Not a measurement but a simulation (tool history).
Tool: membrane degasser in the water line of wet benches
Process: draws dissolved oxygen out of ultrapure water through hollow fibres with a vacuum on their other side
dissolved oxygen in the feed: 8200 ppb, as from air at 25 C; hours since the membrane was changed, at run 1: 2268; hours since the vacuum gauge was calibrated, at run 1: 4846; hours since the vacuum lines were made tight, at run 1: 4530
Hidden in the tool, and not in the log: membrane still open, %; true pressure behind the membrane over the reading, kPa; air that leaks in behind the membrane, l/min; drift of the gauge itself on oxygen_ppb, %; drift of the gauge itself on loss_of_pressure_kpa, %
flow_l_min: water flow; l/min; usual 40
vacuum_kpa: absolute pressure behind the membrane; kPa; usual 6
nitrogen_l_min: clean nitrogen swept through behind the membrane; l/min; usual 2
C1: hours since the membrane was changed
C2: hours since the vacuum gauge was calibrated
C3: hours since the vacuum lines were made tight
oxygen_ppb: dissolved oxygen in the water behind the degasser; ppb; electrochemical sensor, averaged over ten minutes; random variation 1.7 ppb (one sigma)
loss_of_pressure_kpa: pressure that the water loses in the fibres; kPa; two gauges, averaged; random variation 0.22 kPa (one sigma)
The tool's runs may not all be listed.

{"run": 1, "day": 0.0, "flow_l_min": 40, "vacuum_kpa": 6, "nitrogen_l_min": 2, "C1": 2268, "C2": 4846, "C3": 4530, "oxygen_ppb": 181.6, "loss_of_pressure_kpa": 54.44}
{"run": 2, "day": 1.825, "flow_l_min": 40, "vacuum_kpa": 6, "nitrogen_l_min": 2, "C1": 2312, "C2": 4889, "C3": 4574, "oxygen_ppb": 182.1, "loss_of_pressure_kpa": 54.49}
{"run": 3, "day": 2.938, "flow_l_min": 40, "vacuum_kpa": 6, "nitrogen_l_min": 2, "C1": 2339, "C2": 4916, "C3": 4601, "oxygen_ppb": 184.8, "loss_of_pressure_kpa": 54.49}
{"run": 4, "day": 5.025, "flow_l_min": 26, "vacuum_kpa": 6, "nitrogen_l_min": 2, "C1": 2389, "C2": 4966, "C3": 4651, "oxygen_ppb": 97.9, "loss_of_pressure_kpa": 34.99}
{"run": 5, "day": 6.5, "flow_l_min": 40, "vacuum_kpa": 6, "nitrogen_l_min": 2, "C1": 2424, "C2": 5002, "C3": 4686, "oxygen_ppb": 185.8, "loss_of_pressure_kpa": 54.11}
{"run": 6, "day": 8.683, "flow_l_min": 40, "vacuum_kpa": 6, "nitrogen_l_min": 2, "C1": 2477, "C2": 5054, "C3": 4739, "oxygen_ppb": 186.7, "loss_of_pressure_kpa": 54.21}
{"run": 7, "day": 10.846, "flow_l_min": 40, "vacuum_kpa": 6, "nitrogen_l_min": 2, "C1": 2529, "C2": 5106, "C3": 4791, "oxygen_ppb": 185, "loss_of_pressure_kpa": 54.49}
{"run": 8, "day": 12.546, "flow_l_min": 61, "vacuum_kpa": 6, "nitrogen_l_min": 2, "C1": 2570, "C2": 5147, "C3": 4832, "oxygen_ppb": 405.5, "loss_of_pressure_kpa": 82.57}
{"run": 9, "day": 14.154, "flow_l_min": 25, "vacuum_kpa": 6, "nitrogen_l_min": 2, "C1": 2608, "C2": 5185, "C3": 4870, "oxygen_ppb": 93.7, "loss_of_pressure_kpa": 34.06}
{"day": 14.379, "done": "vacuum gauge calibrated"}
{"run": 10, "day": 16.525, "flow_l_min": 25, "vacuum_kpa": 6, "nitrogen_l_min": 2, "C1": 2665, "C2": 52, "C3": 4927, "oxygen_ppb": 96.6, "loss_of_pressure_kpa": 34.09}
{"run": 11, "day": 18.638, "flow_l_min": 30, "vacuum_kpa": 6, "nitrogen_l_min": 2, "C1": 2715, "C2": 102, "C3": 4977, "oxygen_ppb": 119.8, "loss_of_pressure_kpa": 40.8}
{"run": 12, "day": 20.362, "flow_l_min": 30, "vacuum_kpa": 6, "nitrogen_l_min": 2, "C1": 2757, "C2": 144, "C3": 5019, "oxygen_ppb": 118.6, "loss_of_pressure_kpa": 40.85}
{"run": 13, "day": 21.608, "flow_l_min": 30, "vacuum_kpa": 9.78, "nitrogen_l_min": 2, "C1": 2787, "C2": 174, "C3": 5049, "oxygen_ppb": 250.4, "loss_of_pressure_kpa": 41.03}
{"day": 22.142, "done": "vacuum gauge calibrated, once more"}
{"run": 14, "day": 23.633, "flow_l_min": 30, "vacuum_kpa": 9.78, "nitrogen_l_min": 2, "C1": 2835, "C2": 36, "C3": 5097, "oxygen_ppb": 236.1, "loss_of_pressure_kpa": 40.65}
{"run": 15, "day": 24.642, "flow_l_min": 30, "vacuum_kpa": 9.78, "nitrogen_l_min": 2, "C1": 2859, "C2": 60, "C3": 5121, "oxygen_ppb": 236.6, "loss_of_pressure_kpa": 41.02}
{"run": 16, "day": 26.8, "flow_l_min": 43, "vacuum_kpa": 6, "nitrogen_l_min": 2, "C1": 2911, "C2": 112, "C3": 5173, "oxygen_ppb": 201.1, "loss_of_pressure_kpa": 58.4}
{"run": 17, "day": 28.121, "flow_l_min": 43, "vacuum_kpa": 6, "nitrogen_l_min": 2, "C1": 2942, "C2": 144, "C3": 5204, "oxygen_ppb": 199.9, "loss_of_pressure_kpa": 58.39}
{"run": 18, "day": 29.996, "flow_l_min": 44, "vacuum_kpa": 10.18, "nitrogen_l_min": 2.75, "C1": 2987, "C2": 189, "C3": 5249, "oxygen_ppb": 324.8, "loss_of_pressure_kpa": 59.7}
{"run": 19, "day": 31.788, "flow_l_min": 44, "vacuum_kpa": 10.18, "nitrogen_l_min": 2.75, "C1": 3030, "C2": 232, "C3": 5292, "oxygen_ppb": 325.6, "loss_of_pressure_kpa": 60.09}
{"run": 20, "day": 34.054, "flow_l_min": 44, "vacuum_kpa": 11.61, "nitrogen_l_min": 2.5, "C1": 3085, "C2": 286, "C3": 5347, "oxygen_ppb": 401.6, "loss_of_pressure_kpa": 59.66}
{"run": 21, "day": 35.546, "flow_l_min": 25, "vacuum_kpa": 6, "nitrogen_l_min": 2, "C1": 3121, "C2": 322, "C3": 5383, "oxygen_ppb": 89.4, "loss_of_pressure_kpa": 33.85}
{"run": 22, "day": 36.533, "flow_l_min": 25, "vacuum_kpa": 6, "nitrogen_l_min": 2, "C1": 3144, "C2": 345, "C3": 5406, "oxygen_ppb": 87.9, "loss_of_pressure_kpa": 34.26}
{"run": 23, "day": 38.646, "flow_l_min": 38, "vacuum_kpa": 6.62, "nitrogen_l_min": 2, "C1": 3195, "C2": 396, "C3": 5457, "oxygen_ppb": 186.2, "loss_of_pressure_kpa": 51.97}
{"run": 24, "day": 40.654, "flow_l_min": 38, "vacuum_kpa": 5.41, "nitrogen_l_min": 2, "C1": 3243, "C2": 444, "C3": 5505, "oxygen_ppb": 135.6, "loss_of_pressure_kpa": 51.85}
{"run": 25, "day": 42.808, "flow_l_min": 38, "vacuum_kpa": 5.41, "nitrogen_l_min": 2, "C1": 3295, "C2": 496, "C3": 5557, "oxygen_ppb": 137.6, "loss_of_pressure_kpa": 51.86}
{"run": 26, "day": 44.825, "flow_l_min": 28, "vacuum_kpa": 5.4, "nitrogen_l_min": 3.88, "C1": 3343, "C2": 544, "C3": 5605, "oxygen_ppb": 48.8, "loss_of_pressure_kpa": 38.49}
{"run": 27, "day": 47.179, "flow_l_min": 28, "vacuum_kpa": 5.4, "nitrogen_l_min": 3.88, "C1": 3400, "C2": 601, "C3": 5662, "oxygen_ppb": 49.5, "loss_of_pressure_kpa": 38.3}
{"run": 28, "day": 49.279, "flow_l_min": 60, "vacuum_kpa": 7.82, "nitrogen_l_min": 2.62, "C1": 3450, "C2": 651, "C3": 5712, "oxygen_ppb": 422.2, "loss_of_pressure_kpa": 81.61}
{"run": 29, "day": 51.492, "flow_l_min": 24, "vacuum_kpa": 8.6, "nitrogen_l_min": 2.2, "C1": 3503, "C2": 704, "C3": 5765, "oxygen_ppb": 141.6, "loss_of_pressure_kpa": 32.72}
{"run": 30, "day": 52.717, "flow_l_min": 31, "vacuum_kpa": 6.77, "nitrogen_l_min": 2, "C1": 3533, "C2": 734, "C3": 5795, "oxygen_ppb": 144.8, "loss_of_pressure_kpa": 42.29}
{"run": 31, "day": 55.054, "flow_l_min": 37, "vacuum_kpa": 10.19, "nitrogen_l_min": 1.25, "C1": 3589, "C2": 790, "C3": 5851, "oxygen_ppb": 450.3, "loss_of_pressure_kpa": 50.52}

Hidden state or all else? Some run-to-run changes of oxygen_ppb, split into what the settings, what came in and random variation would give without the hidden state, and what is left for the hidden state (with any gauge scatter that isn't in both results):
Run 8 -> 9: flow_l_min 61 -> 25. oxygen_ppb -311.8 ppb: hidden state -15.7, all else -296.1.
Run 20 -> 21: flow_l_min 44 -> 25, vacuum_kpa 11.61 -> 6, nitrogen_l_min 2.5 -> 2. oxygen_ppb -312.2 ppb: hidden state -5.2, all else -307.
Run 27 -> 28: flow_l_min 28 -> 60, vacuum_kpa 5.4 -> 7.82, nitrogen_l_min 3.88 -> 2.62. oxygen_ppb +372.7 ppb: hidden state +11.8, all else +360.9.
Run 28 -> 29: flow_l_min 60 -> 24, vacuum_kpa 7.82 -> 8.6, nitrogen_l_min 2.62 -> 2.2. oxygen_ppb -280.6 ppb: hidden state -10.3, all else -270.3.
